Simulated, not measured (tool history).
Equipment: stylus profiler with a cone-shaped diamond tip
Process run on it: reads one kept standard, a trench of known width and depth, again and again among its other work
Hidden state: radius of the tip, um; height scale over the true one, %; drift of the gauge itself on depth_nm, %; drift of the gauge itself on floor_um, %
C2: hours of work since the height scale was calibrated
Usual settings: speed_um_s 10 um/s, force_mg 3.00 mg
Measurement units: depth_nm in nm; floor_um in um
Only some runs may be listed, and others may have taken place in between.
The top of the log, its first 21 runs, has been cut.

Run 22, hour 488.1: usual settings; scans with this tip 4388; C2 26. Result: depth_nm 203.24 nm, floor_um 47.18 um.
Run 23, hour 507.0: usual settings; scans with this tip 4469; C2 37. Result: depth_nm 203.20 nm, floor_um 47.16 um.
Run 24, hour 531.4: usual settings but force_mg 1.65 mg; scans with this tip 4573; C2 52. Result: depth_nm 202.31 nm, floor_um 47.14 um.
Run 25, hour 560.6: usual settings but force_mg 1.65 mg; scans with this tip 4697; C2 70. Result: depth_nm 202.22 nm, floor_um 47.04 um.
At hour 566.7: height scale calibrated on a step standard, once more.
Run 26, hour 585.0: usual settings but speed_um_s 3 um/s, force_mg 5.66 mg; scans with this tip 4798; C2 11. Result: depth_nm 204.49 nm, floor_um 47.09 um.
Run 27, hour 605.7: usual settings but speed_um_s 7 um/s; scans with this tip 4887; C2 24. Result: depth_nm 203.03 nm, floor_um 47.11 um.
Run 28, hour 635.3: usual settings but speed_um_s 7 um/s; scans with this tip 5012; C2 42. Result: depth_nm 202.91 nm, floor_um 47.03 um.
Run 29, hour 648.3: usual settings but speed_um_s 3 um/s, force_mg 5.28 mg; scans with this tip 5068; C2 50. Result: depth_nm 204.42 nm, floor_um 47.08 um.
Run 30, hour 673.6: usual settings but speed_um_s 4 um/s, force_mg 1.14 mg; scans with this tip 5175; C2 65. Result: depth_nm 201.54 nm, floor_um 46.99 um.
Run 31, hour 700.0: usual settings but force_mg 8.34 mg; scans with this tip 5287; C2 81. Result: depth_nm 205.88 nm, floor_um 47.02 um.
Run 32, hour 728.8: usual settings but force_mg 8.34 mg; scans with this tip 5410; C2 99. Result: depth_nm 206.05 nm, floor_um 46.99 um.
Run 33, hour 753.8: usual settings but speed_um_s 9 um/s, force_mg 6.40 mg; scans with this tip 5516; C2 114. Result: depth_nm 204.97 nm, floor_um 47.01 um.
Run 34, hour 779.2: usual settings but speed_um_s 28 um/s, force_mg 4.16 mg; scans with this tip 5624; C2 130. Result: depth_nm 203.74 nm, floor_um 46.91 um.
Run 35, hour 796.4: usual settings but speed_um_s 3 um/s, force_mg 3.34 mg; scans with this tip 5697; C2 140. Result: depth_nm 203.25 nm, floor_um 46.99 um.
Run 36, hour 825.1: usual settings but speed_um_s 3 um/s, force_mg 3.34 mg; scans with this tip 5819; C2 158. Result: depth_nm 203.26 nm, floor_um 46.92 um.
Run 37, hour 840.6: usual settings but speed_um_s 15 um/s, force_mg 2.40 mg; scans with this tip 5885; C2 167. Result: depth_nm 202.48 nm, floor_um 46.87 um.
Run 38, hour 856.8: usual settings but speed_um_s 11 um/s, force_mg 3.47 mg; scans with this tip 5954; C2 177. Result: depth_nm 203.30 nm, floor_um 46.86 um.
Run 39, hour 877.1: usual settings but speed_um_s 9 um/s, force_mg 3.97 mg; scans with this tip 6040; C2 189. Result: depth_nm 203.77 nm, floor_um 46.94 um.
Run 40, hour 897.0: usual settings but speed_um_s 17 um/s, force_mg 3.99 mg; scans with this tip 6125; C2 202. Result: depth_nm 203.69 nm, floor_um 46.91 um.
Run 41, hour 923.3: usual settings but speed_um_s 17 um/s, force_mg 3.99 mg; scans with this tip 6237; C2 218. Result: depth_nm 203.80 nm, floor_um 46.87 um.
Run 42, hour 943.1: usual settings but speed_um_s 17 um/s, force_mg 7.25 mg; scans with this tip 6321; C2 230. Result: depth_nm 205.56 nm, floor_um 46.87 um.

Predict the results of run 43:
Run 43, hour 962.5: usual settings but speed_um_s 17 um/s, force_mg 7.25 mg; scans with this tip 6403; C2 242. Result: depth_nm ?, floor_um ?.

Run 43 came out at depth_nm 205.38 nm, floor_um 46.84 um.
Were there no unlogged condition in the tool, this run, its random variation unchanged, would have produced depth_nm 205.29 nm, floor_um 48.02 um.
